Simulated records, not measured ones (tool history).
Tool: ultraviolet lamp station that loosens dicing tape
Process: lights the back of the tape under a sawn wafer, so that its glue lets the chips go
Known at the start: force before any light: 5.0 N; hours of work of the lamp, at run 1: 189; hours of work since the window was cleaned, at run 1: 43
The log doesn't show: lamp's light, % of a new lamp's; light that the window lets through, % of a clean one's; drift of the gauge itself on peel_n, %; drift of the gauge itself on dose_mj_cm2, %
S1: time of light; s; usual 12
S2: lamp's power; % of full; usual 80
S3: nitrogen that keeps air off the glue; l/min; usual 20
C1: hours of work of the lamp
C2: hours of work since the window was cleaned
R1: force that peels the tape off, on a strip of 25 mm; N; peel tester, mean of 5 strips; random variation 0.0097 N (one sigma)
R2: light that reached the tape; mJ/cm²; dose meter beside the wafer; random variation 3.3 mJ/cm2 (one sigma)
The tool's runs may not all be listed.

run	hour	S1	S2	S3	C1	C2	R1	R2
1	0.0	12	80	20	189	43	0.474	474
2	5.9	12	80	20	193	47	0.476	480
3	13.1	12	80	29	197	51	0.410	475
4	19.5	12	80	29	202	55	0.385	469
5	29.6	12	80	13	208	62	0.653	468
6	40.0	12	80	13	215	68	0.636	468
7	44.8	12	80	13	218	71	0.617	472
8	52.6	12	65	20	223	76	0.673	375
9	59.8	12	60	20	227	81	0.817	351
10	68.1	12	83	20	233	86	0.471	482
11	76.8	21	90	20	238	92	0.218	913
12	87.8	21	90	20	245	99	0.216	906
13	92.7	11	74	14	248	102	0.820	394
14	97.4	12	73	20	251	105	0.587	422
15	104.8	12	62	14	256	110	0.910	357
16	110.4	19	80	14	260	113	0.303	726
17	117.4	7	85	20	264	118	1.038	286
18	124.2	18	65	20	268	122	0.373	559
19	129.3	9	93	31	272	125	0.498	398

5 ways to go on from here, each from the tool as it stands after run 19. What would each give?
A	137.9	13	75	9	277	131	?	?
B	137.9	9	93	17	277	131	?	?
C	137.9	12	80	16	277	131	?	?
D	137.9	13	80	21	277	131	?	?
E	137.9	9	79	34	277	131	?	?

run	R1	R2
A	0.826	462
B	0.707	396
C	0.598	452
D	0.416	492
E	0.640	344
Without the tool's hidden state the same runs would have given:
run	R1	R2
A	0.684	519
B	0.583	445
C	0.490	509
D	0.345	553
E	0.526	387
